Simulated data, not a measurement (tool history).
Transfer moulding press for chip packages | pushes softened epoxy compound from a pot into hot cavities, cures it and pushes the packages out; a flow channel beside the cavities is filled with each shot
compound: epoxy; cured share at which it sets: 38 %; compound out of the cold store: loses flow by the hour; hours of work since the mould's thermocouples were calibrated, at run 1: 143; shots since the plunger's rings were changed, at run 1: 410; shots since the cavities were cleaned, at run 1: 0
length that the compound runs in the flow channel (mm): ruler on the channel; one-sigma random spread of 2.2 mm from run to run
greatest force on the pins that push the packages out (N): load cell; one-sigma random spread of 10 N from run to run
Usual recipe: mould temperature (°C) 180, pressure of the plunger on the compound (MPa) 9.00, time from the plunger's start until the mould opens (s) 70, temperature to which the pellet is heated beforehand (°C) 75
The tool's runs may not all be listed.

run,hour,mould temperature (°C),pressure of the plunger on the compound (MPa),time from the plunger's start until the mould opens (s),temperature to which the pellet is heated beforehand (°C),hours of work since the mould's thermocouples were calibrated,shots since the plunger's rings were changed,shots since the cavities were cleaned,incoming compound's hours out of the cold store,length that the compound runs in the flow channel (mm),greatest force on the pins that push the packages out (N)
1,0.0,180,9.00,70,75,143,410,0,18.8,693,468
# hour 32.9: cavities cleaned with cleaning compound and waxed
2,32.9,180,9.00,70,75,166,920,0,23.8,684,475
# hour 64.2: cavities cleaned with cleaning compound and waxed
3,65.0,180,9.00,70,75,188,1417,13,21.2,685,489
4,88.2,180,9.00,70,75,205,1795,391,11.6,703,507
# hour 94.3: cavities cleaned with cleaning compound and waxed
# hour 126.8: cavities cleaned with cleaning compound and waxed
5,131.6,180,9.00,70,75,234,2451,77,11.7,702,490
# hour 158.0: cavities cleaned with cleaning compound and waxed
# hour 167.4: plunger's sealing rings changed
6,180.5,180,9.00,70,75,267,213,325,32.5,669,479
# hour 192.9: cavities cleaned with cleaning compound and waxed
7,216.5,180,9.00,70,84,292,773,384,21.3,685,468
# hour 224.6: cavities cleaned with cleaning compound and waxed
# hour 256.1: cavities cleaned with cleaning compound and waxed
8,276.4,180,9.00,70,84,334,1698,330,26.8,680,454
# hour 286.3: cavities cleaned with cleaning compound and waxed
9,312.3,180,9.00,70,84,359,2257,423,43.7,657,450
# hour 318.4: cavities cleaned with cleaning compound and waxed
# hour 349.5: cavities cleaned with cleaning compound and waxed
# hour 362.6: plunger's sealing rings changed
10,363.3,180,9.00,70,84,392,11,183,38.8,661,448
# hour 382.2: cavities cleaned with cleaning compound and waxed
11,392.1,180,9.00,70,84,412,456,162,14.1,702,459
# hour 414.9: cavities cleaned with cleaning compound and waxed
12,436.3,180,9.00,70,84,443,1149,347,44.1,655,446
# hour 445.8: cavities cleaned with cleaning compound and waxed
# hour 477.1: cavities cleaned with cleaning compound and waxed
13,477.6,180,9.00,70,75,470,1772,8,30.5,675,480
# hour 507.9: cavities cleaned with cleaning compound and waxed
14,534.3,185,9.00,67,67,511,2668,428,29.0,663,383
# hour 539.1: cavities cleaned with cleaning compound and waxed
# hour 559.3: plunger's sealing rings changed
# hour 573.8: cavities cleaned with cleaning compound and waxed
# hour 580.3: mould's thermocouples calibrated
15,593.6,185,9.00,67,67,10,500,289,47.7,634,384
# hour 606.9: cavities cleaned with cleaning compound and waxed
16,619.6,179,10.14,68,71,27,897,206,10.3,754,586
# hour 637.1: cavities cleaned with cleaning compound and waxed
# hour 669.0: cavities cleaned with cleaning compound and waxed
17,669.4,174,7.35,68,79,62,1659,6,26.3,632,775
# hour 699.9: cavities cleaned with cleaning compound and waxed
18,699.9,174,7.34,70,65,83,2129,0,46.0,609,726
# hour 730.5: cavities cleaned with cleaning compound and waxed
# hour 755.6: plunger's sealing rings changed
19,757.0,174,7.34,70,65,121,22,389,36.9,623,750
# hour 764.3: cavities cleaned with cleaning compound and waxed
20,790.6,188,9.00,87,75,145,543,427,42.7,635,276
# hour 794.4: cavities cleaned with cleaning compound and waxed
# hour 824.5: cavities cleaned with cleaning compound and waxed
21,836.0,174,8.83,77,75,175,1234,188,47.1,662,565
# hour 856.0: cavities cleaned with cleaning compound and waxed
22,875.4,174,8.83,77,75,203,1849,315,16.4,712,598
# hour 888.2: cavities cleaned with cleaning compound and waxed
# hour 920.2: cavities cleaned with cleaning compound and waxed
23,920.2,183,7.97,106,69,233,2528,0,34.5,621,274
# hour 948.5: plunger's sealing rings changed
# hour 955.3: cavities cleaned with cleaning compound and waxed
24,967.5,180,9.00,70,75,265,284,199,15.0,701,477
# hour 986.4: cavities cleaned with cleaning compound and waxed
25,994.3,176,8.65,81,82,283,695,129,41.1,661,437

Forecast each of these 3 alternatives for the next run:
# hour 1018.8: cavities cleaned with cleaning compound and waxed
A,1025.5,173,9.00,70,75,305,1178,109,31.7,?,?
# hour 1018.8: cavities cleaned with cleaning compound and waxed
B,1025.5,185,8.17,81,82,305,1178,109,19.7,?,?
# hour 1018.8: cavities cleaned with cleaning compound and waxed
C,1025.5,181,7.28,93,82,305,1178,109,36.6,?,?

run,length that the compound runs in the flow channel (mm),greatest force on the pins that push the packages out (N)
A,697,783
B,637,296
C,596,295
Stripped of hidden state, with their random variation kept, the same runs would have yielded:
run,length that the compound runs in the flow channel (mm),greatest force on the pins that push the packages out (N)
A,698,780
B,638,295
C,596,294
